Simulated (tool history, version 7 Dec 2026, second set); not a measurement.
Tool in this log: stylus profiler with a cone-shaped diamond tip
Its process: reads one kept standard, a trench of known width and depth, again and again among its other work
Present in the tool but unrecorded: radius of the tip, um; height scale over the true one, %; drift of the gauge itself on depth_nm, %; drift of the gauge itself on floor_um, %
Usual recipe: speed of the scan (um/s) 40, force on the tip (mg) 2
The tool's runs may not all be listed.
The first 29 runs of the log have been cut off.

| run | day | speed of the scan (um/s) | force on the tip (mg) | scans with this tip | hours of work since the height scale was calibrated | depth of the trench (nm) | width of the trench's floor (um) |
|---|---|---|---|---|---|---|---|
| 30 | 50.467 | 40 | 0.82 | 14239 | 528 | 200.56 | 47.25 |
| 31 | 51.742 | 40 | 0.82 | 14376 | 551 | 200.54 | 47.28 |
| 32 | 53.183 | 40 | 1.37 | 14531 | 577 | 200.93 | 47.3 |
| 33 | 55.396 | 40 | 1.37 | 14769 | 617 | 200.99 | 47.26 |
| 34 | 57.175 | 29 | 1.55 | 14960 | 649 | 200.98 | 47.38 |
| 35 | 58.925 | 53 | 3.18 | 15148 | 680 | 201.72 | 47.3 |
| 36 | 61.329 | 140 | 0.78 | 15407 | 723 | 200.4 | 46.3 |
| 37 | 62.679 | 140 | 1.19 | 15552 | 748 | 200.64 | 46.61 |
| 38 | 65.1 | 140 | 1.19 | 15812 | 791 | 200.68 | 46.53 |
| 39 | 67.383 | 10 | 2.25 | 16057 | 832 | 201.46 | 47.48 |
| 40 | 69.638 | 10 | 2.25 | 16300 | 873 | 201.21 | 47.46 |
| 41 | 71.692 | 10 | 2.25 | 16521 | 910 | 201.11 | 47.45 |
| 42 | 73.567 | 12 | 1.7 | 16722 | 943 | 200.9 | 47.4 |
| 43 | 74.583 | 48 | 2.63 | 16832 | 962 | 201.28 | 47.26 |
| 44 | 75.758 | 76 | 2.47 | 16958 | 983 | 201.39 | 47.12 |
| 45 | 78.171 | 31 | 0.81 | 17217 | 1026 | 200.27 | 47.22 |
| 46 | 80.321 | 53 | 0.9 | 17449 | 1065 | 200.23 | 47.07 |

Predict each of these 4 candidate next runs independently; none follows another, all start after run 46:
| A | 81.371 | 39 | 0.9 | 17561 | 1084 | ? | ? |
| B | 81.371 | 139 | 3.21 | 17561 | 1084 | ? | ? |
| C | 81.371 | 138 | 0.9 | 17561 | 1084 | ? | ? |
| D | 81.371 | 15 | 2.46 | 17561 | 1084 | ? | ? |

| run | depth of the trench (nm) | width of the trench's floor (um) |
|---|---|---|
| A | 200.32 | 47.11 |
| B | 201.71 | 46.94 |
| C | 200.27 | 46.34 |
| D | 201.21 | 47.41 |
Without the tool's hidden state the same runs would have given:
| run | depth of the trench (nm) | width of the trench's floor (um) |
|---|---|---|
| A | 201.01 | 47.68 |
| B | 202.41 | 47.51 |
| C | 200.97 | 46.91 |
| D | 201.91 | 47.98 |
